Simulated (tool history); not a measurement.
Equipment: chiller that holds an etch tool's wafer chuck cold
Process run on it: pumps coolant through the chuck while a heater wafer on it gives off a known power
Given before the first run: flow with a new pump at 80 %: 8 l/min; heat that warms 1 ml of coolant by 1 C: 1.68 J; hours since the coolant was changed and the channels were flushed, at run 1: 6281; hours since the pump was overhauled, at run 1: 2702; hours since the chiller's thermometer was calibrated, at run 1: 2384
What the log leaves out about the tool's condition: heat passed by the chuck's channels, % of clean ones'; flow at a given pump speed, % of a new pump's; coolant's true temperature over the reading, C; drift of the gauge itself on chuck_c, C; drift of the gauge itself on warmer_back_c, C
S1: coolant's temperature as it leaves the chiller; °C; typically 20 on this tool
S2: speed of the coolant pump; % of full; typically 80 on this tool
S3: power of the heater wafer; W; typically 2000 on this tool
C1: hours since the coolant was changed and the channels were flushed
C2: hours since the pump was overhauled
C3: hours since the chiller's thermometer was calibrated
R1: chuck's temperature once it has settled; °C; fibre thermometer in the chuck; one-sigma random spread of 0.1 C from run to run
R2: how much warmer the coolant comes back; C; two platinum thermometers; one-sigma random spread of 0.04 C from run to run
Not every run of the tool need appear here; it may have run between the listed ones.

{"run": 1, "hour": 0.0, "S1": 20, "S2": 80, "S3": 2000, "C1": 6281, "C2": 2702, "C3": 2384, "R1": 42.0, "R2": 8.98}
{"run": 2, "hour": 117.5, "S1": 23, "S2": 80, "S3": 2000, "C1": 6398, "C2": 2819, "C3": 2501, "R1": 44.9, "R2": 8.97}
{"run": 3, "hour": 213.9, "S1": 20, "S2": 80, "S3": 2000, "C1": 6494, "C2": 2916, "C3": 2598, "R1": 41.9, "R2": 8.99}
{"run": 4, "hour": 322.6, "S1": 20, "S2": 80, "S3": 2000, "C1": 6603, "C2": 3024, "C3": 2707, "R1": 41.8, "R2": 8.94}
{"run": 5, "hour": 433.7, "S1": 20, "S2": 80, "S3": 2000, "C1": 6714, "C2": 3136, "C3": 2818, "R1": 41.9, "R2": 8.94}
{"run": 6, "hour": 533.8, "S1": 20, "S2": 72, "S3": 2000, "C1": 6814, "C2": 3236, "C3": 2918, "R1": 43.2, "R2": 9.98}
{"run": 7, "hour": 634.3, "S1": 20, "S2": 72, "S3": 2000, "C1": 6915, "C2": 3336, "C3": 3018, "R1": 43.4, "R2": 9.85}
{"run": 8, "hour": 707.8, "S1": 20, "S2": 72, "S3": 2000, "C1": 6988, "C2": 3410, "C3": 3092, "R1": 43.3, "R2": 9.94}
{"run": 9, "hour": 804.0, "S1": 20, "S2": 72, "S3": 2000, "C1": 7085, "C2": 3506, "C3": 3188, "R1": 43.3, "R2": 9.96}
{"run": 10, "hour": 901.0, "S1": 20, "S2": 72, "S3": 2000, "C1": 7182, "C2": 3603, "C3": 3285, "R1": 43.3, "R2": 9.84}
{"run": 11, "hour": 997.1, "S1": 15, "S2": 72, "S3": 2000, "C1": 7278, "C2": 3699, "C3": 3381, "R1": 38.2, "R2": 9.91}

Estimate the outcome of run 12 from the log above:
{"run": 12, "hour": 1050.1, "S1": 14, "S2": 80, "S3": 1242, "C1": 7331, "C2": 3752, "C3": 3434, "R1": "?", "R2": "?"}

{"run 12": {"R1": 27.6, "R2": 5.56}}
The same run, on a tool lacking any hidden state, would have yielded R1 27.5 °C, R2 5.56 C.
